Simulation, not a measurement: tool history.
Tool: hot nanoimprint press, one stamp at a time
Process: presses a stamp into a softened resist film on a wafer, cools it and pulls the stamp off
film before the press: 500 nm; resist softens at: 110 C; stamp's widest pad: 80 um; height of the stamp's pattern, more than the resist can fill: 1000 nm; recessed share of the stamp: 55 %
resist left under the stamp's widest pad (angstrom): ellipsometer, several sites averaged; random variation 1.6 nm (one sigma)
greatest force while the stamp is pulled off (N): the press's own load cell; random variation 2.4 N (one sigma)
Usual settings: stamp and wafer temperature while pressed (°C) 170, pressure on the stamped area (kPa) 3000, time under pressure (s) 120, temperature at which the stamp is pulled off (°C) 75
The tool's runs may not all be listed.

run	hour	stamp and wafer temperature while pressed (°C)	pressure on the stamped area (kPa)	time under pressure (s)	temperature at which the stamp is pulled off (°C)	resist left under the stamp's widest pad (angstrom)	greatest force while the stamp is pulled off (N)
1	0	170	3000	120	75	2833	114
2	24.5	170	3000	120	75	2836	117
3	37.8	170	2840	120	75	2885	115
# hour 56.3: press's hydraulic seals changed and the load cell set to zero
4	66.8	170	2840	120	75	2822	121
5	91.1	170	3000	120	82	2782	109
6	106	170	3000	120	64	2758	138
7	117.7	170	3400	120	75	2609	123
# hour 144.4: stamp cleaned and given a new release coat
8	149.2	170	3000	98	75	2941	112
9	175.3	177	3000	120	75	2095	114
# hour 180.2: plate thermocouple calibrated
10	201.3	177	2130	120	75	2576	117
11	225.5	177	2130	120	75	2570	116
12	244.3	177	2130	120	75	2530	122
13	262	177	2130	120	75	2539	128
14	287.1	177	2130	120	75	2583	118
15	312.2	177	2130	120	75	2533	128
16	329.5	177	2130	120	75	2550	126
# hour 340.6: stamp cleaned and given a new release coat
17	357.9	158	2130	119	75	4461	116
18	381.6	158	2130	119	75	4450	115
19	402.3	170	3000	185	75	2454	117
20	415.3	181	2310	70	83	2551	109
21	436.6	181	2500	70	80	2449	115
22	462.4	181	2500	70	80	2445	116
23	478.6	171	2500	70	80	3440	113
24	492.8	181	3000	120	77	1831	117
25	516.2	170	3000	66	72	3362	135
# hour 534.3: stamp cleaned and given a new release coat
26	547.7	171	3000	98	75	2892	112
27	571.9	171	3000	98	75	2920	113
28	593.2	175	4650	83	78	2163	111
29	615.5	182	4490	120	75	1427	121
30	627.3	182	4490	120	75	1407	123

Measured less the same run without the tool's hidden state. The same run-to-run variation is in both; the gauge's scatter may not be:
The hidden state here: true temperature over the reading, C; pressure that arrives at the usual setting, %; grip of the stamp's worn release coat, % over a new coat's; drift of the gauge itself on residual_nm, %; drift of the gauge itself on pull_off_n, %.
run	resist left under the stamp's widest pad (angstrom)	greatest force while the stamp is pulled off (N)
1	-45	+4
2	-49	+6
3	-53	+7
4	-100	+9
5	-104	+9
6	-106	+14
7	-106	+13
8	-112	-2
9	-91	+1
10	-2	+4
11	-5	+7
12	-8	+8
13	-10	+10
14	-13	+12
15	-17	+14
16	-19	+15
17	-18	+1
18	-21	+3
19	-28	+4
20	-26	+6
21	-28	+7
22	-31	+9
23	-42	+10
24	-27	+11
25	-46	+15
26	-49	+0
27	-53	+3
28	-35	+4
29	-23	+6
30	-23	+7
